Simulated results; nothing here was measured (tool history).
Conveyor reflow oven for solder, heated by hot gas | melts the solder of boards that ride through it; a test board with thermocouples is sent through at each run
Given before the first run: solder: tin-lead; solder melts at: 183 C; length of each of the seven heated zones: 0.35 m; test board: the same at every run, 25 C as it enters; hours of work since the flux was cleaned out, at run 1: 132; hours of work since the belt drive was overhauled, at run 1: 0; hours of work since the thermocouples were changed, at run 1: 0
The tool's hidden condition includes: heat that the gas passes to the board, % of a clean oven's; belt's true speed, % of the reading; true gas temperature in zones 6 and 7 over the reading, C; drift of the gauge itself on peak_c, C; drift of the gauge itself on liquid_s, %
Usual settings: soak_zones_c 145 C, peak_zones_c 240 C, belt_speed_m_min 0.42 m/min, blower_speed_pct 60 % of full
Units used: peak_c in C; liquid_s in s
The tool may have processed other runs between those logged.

run,day,soak_zones_c,peak_zones_c,belt_speed_m_min,blower_speed_pct,hours of work since the flux was cleaned out,hours of work since the belt drive was overhauled,hours of work since the thermocouples were changed,peak_c,liquid_s
1,0,145,240,0.42,60,132,0,0,219.7,80.1
2,1.525,145,240,0.42,60,161,29,29,219.7,79.8
3,2.621,145,236,0.42,60,182,49,49,216.6,75.6
4,4.154,145,236,0.42,60,211,78,78,216,76.4
5,5.088,145,236,0.42,60,228,96,96,216.9,74.9
6,6.212,145,240,0.42,60,249,117,117,218.4,78.9
7,7.65,145,240,0.343,60,276,144,144,225.6,105.8
8,8.642,145,240,0.343,60,295,163,163,225.6,104.6
9,9.762,145,232,0.343,60,316,184,184,217.4,97.8
10,10.779,145,232,0.343,60,335,203,203,217.7,96.9
11,11.654,145,232,0.343,61,352,219,219,217.7,96.6
12,12.596,145,232,0.343,61,369,237,237,218.3,97.5
13,13.929,145,232,0.343,61,394,262,262,217,97.6
# day 14.262: flux residue cleaned out of gas plates and filters
14,15.679,145,240,0.42,60,27,291,291,214.6,73
15,16.675,145,240,0.42,60,45,310,310,214.3,72.4
16,17.396,142,235,0.442,59,59,323,323,206.3,56.9
17,18.2,145,240,0.471,57,74,339,339,208,54.1
# day 18.683: flux residue cleaned out of gas plates and filters, once more
18,19.508,145,240,0.367,57,15,359,359,222.9,96.5
19,21.129,145,240,0.428,57,46,390,390,219,77.9
20,22.146,149,240,0.428,87,65,409,409,225.9,87.5
21,23.421,150,240,0.387,77,89,433,433,228.2,98
22,25.083,150,240,0.387,77,120,464,464,226.6,98
23,26.733,149,252,0.39,84,151,495,495,237.8,103.9
24,28.192,149,252,0.39,84,179,523,523,237.5,103
25,29.108,149,252,0.39,84,196,540,540,237.8,103.9
26,30.6,145,244,0.42,60,224,568,568,222,82.4
27,31.412,134,240,0.393,60,240,583,583,218.6,80
28,32.867,144,228,0.436,64,267,611,611,207.2,63.1
29,33.858,144,228,0.436,64,286,629,629,207.6,63.3
30,34.696,138,251,0.417,64,301,645,645,226.7,83.9

A few steps of peak_c between consecutive runs. Split each: what settings, incoming material and random variation would produce without the hidden state, and what is left over for the hidden state, along with gauge scatter present in only one of the two compared results (measured, and without hidden state):
Run 13 -> 14: peak_zones_c 232 -> 240, belt_speed_m_min 0.343 -> 0.42, blower_speed_pct 61 -> 60, flux residue cleaned out of gas plates and filters. peak_c -2.4 C: hidden state -4.3, all else +1.9.
Run 17 -> 18: belt_speed_m_min 0.471 -> 0.367, flux residue cleaned out of gas plates and filters, once more. peak_c +14.9 C: hidden state +7.7, all else +7.2.
Run 25 -> 26: soak_zones_c 149 -> 145, peak_zones_c 252 -> 244, belt_speed_m_min 0.39 -> 0.42, blower_speed_pct 84 -> 60. peak_c -15.8 C: hidden state -0.1, all else -15.7.
Run 29 -> 30: soak_zones_c 144 -> 138, peak_zones_c 228 -> 251, belt_speed_m_min 0.436 -> 0.417. peak_c +19.1 C: hidden state -0.7, all else +19.8.
